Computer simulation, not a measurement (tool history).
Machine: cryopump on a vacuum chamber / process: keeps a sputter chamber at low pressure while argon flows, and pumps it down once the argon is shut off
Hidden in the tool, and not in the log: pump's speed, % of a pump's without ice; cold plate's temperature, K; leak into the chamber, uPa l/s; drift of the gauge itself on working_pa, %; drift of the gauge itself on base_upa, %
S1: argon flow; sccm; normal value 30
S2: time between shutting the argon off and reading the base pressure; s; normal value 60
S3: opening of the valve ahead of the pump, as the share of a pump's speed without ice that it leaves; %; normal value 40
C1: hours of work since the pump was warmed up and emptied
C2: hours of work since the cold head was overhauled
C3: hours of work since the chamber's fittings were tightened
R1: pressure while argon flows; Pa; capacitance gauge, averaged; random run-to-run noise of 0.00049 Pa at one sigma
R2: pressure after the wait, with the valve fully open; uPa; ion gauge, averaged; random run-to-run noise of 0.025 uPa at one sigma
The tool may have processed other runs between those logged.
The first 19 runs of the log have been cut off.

{"run": 20, "hour": 592.9, "S1": 30, "S2": 272, "S3": 60, "C1": 100, "C2": 895, "C3": 323, "R1": 0.0349, "R2": 0.67}
{"run": 21, "hour": 629.4, "S1": 28, "S2": 287, "S3": 38, "C1": 116, "C2": 912, "C3": 339, "R1": 0.0522, "R2": 0.62}
{"run": 22, "hour": 659.9, "S1": 27, "S2": 287, "S3": 24, "C1": 130, "C2": 926, "C3": 353, "R1": 0.0789, "R2": 0.67}
{"run": 23, "hour": 692.1, "S1": 30, "S2": 114, "S3": 40, "C1": 145, "C2": 941, "C3": 368, "R1": 0.0527, "R2": 0.94}
{"run": 24, "hour": 712.2, "S1": 40, "S2": 74, "S3": 56, "C1": 154, "C2": 950, "C3": 377, "R1": 0.0508, "R2": 1.29}
{"run": 25, "hour": 733.4, "S1": 30, "S2": 44, "S3": 16, "C1": 164, "C2": 960, "C3": 387, "R1": 0.1307, "R2": 1.71}
{"run": 26, "hour": 759.7, "S1": 48, "S2": 152, "S3": 25, "C1": 176, "C2": 972, "C3": 399, "R1": 0.135, "R2": 0.95}
{"run": 27, "hour": 796.3, "S1": 16, "S2": 95, "S3": 26, "C1": 193, "C2": 989, "C3": 416, "R1": 0.0431, "R2": 1.12}
{"run": 28, "hour": 830.4, "S1": 16, "S2": 95, "S3": 26, "C1": 208, "C2": 1004, "C3": 431, "R1": 0.0434, "R2": 1.19}
{"run": 29, "hour": 856.9, "S1": 30, "S2": 30, "S3": 16, "C1": 220, "C2": 1016, "C3": 444, "R1": 0.131, "R2": 2.42}
{"run": 30, "hour": 892.8, "S1": 33, "S2": 60, "S3": 16, "C1": 237, "C2": 1033, "C3": 460, "R1": 0.1449, "R2": 1.58}
{"run": 31, "hour": 918.1, "S1": 56, "S2": 60, "S3": 20, "C1": 248, "C2": 1044, "C3": 472, "R1": 0.1971, "R2": 1.53}
{"run": 32, "hour": 952.2, "S1": 56, "S2": 60, "S3": 20, "C1": 264, "C2": 1060, "C3": 487, "R1": 0.1975, "R2": 1.57}
{"run": 33, "hour": 978.7, "S1": 56, "S2": 60, "S3": 20, "C1": 276, "C2": 1072, "C3": 499, "R1": 0.1967, "R2": 1.55}
{"run": 34, "hour": 1015.6, "S1": 56, "S2": 60, "S3": 20, "C1": 293, "C2": 1089, "C3": 516, "R1": 0.1974, "R2": 1.66}

Below are 4 alternative next runs, each starting from the tool's condition after run 34. Predict each:
{"run": "A", "hour": 1045.9, "S1": 18, "S2": 60, "S3": 17, "C1": 307, "C2": 1103, "C3": 530, "R1": "?", "R2": "?"}
{"run": "B", "hour": 1045.9, "S1": 56, "S2": 60, "S3": 25, "C1": 307, "C2": 1103, "C3": 530, "R1": "?", "R2": "?"}
{"run": "C", "hour": 1045.9, "S1": 56, "S2": 60, "S3": 37, "C1": 307, "C2": 1103, "C3": 530, "R1": "?", "R2": "?"}
{"run": "D", "hour": 1045.9, "S1": 56, "S2": 24, "S3": 30, "C1": 307, "C2": 1103, "C3": 530, "R1": "?", "R2": "?"}

run=A R1=0.0742 R2=1.60
run=B R1=0.1595 R2=1.62
run=C R1=0.1097 R2=1.69
run=D R1=0.1330 R2=2.99
Had the tool no hidden state, the same runs would have come out as:
run=A R1=0.0728 R2=1.02
run=B R1=0.1551 R2=1.03
run=C R1=0.1053 R2=1.09
run=D R1=0.1286 R2=2.41
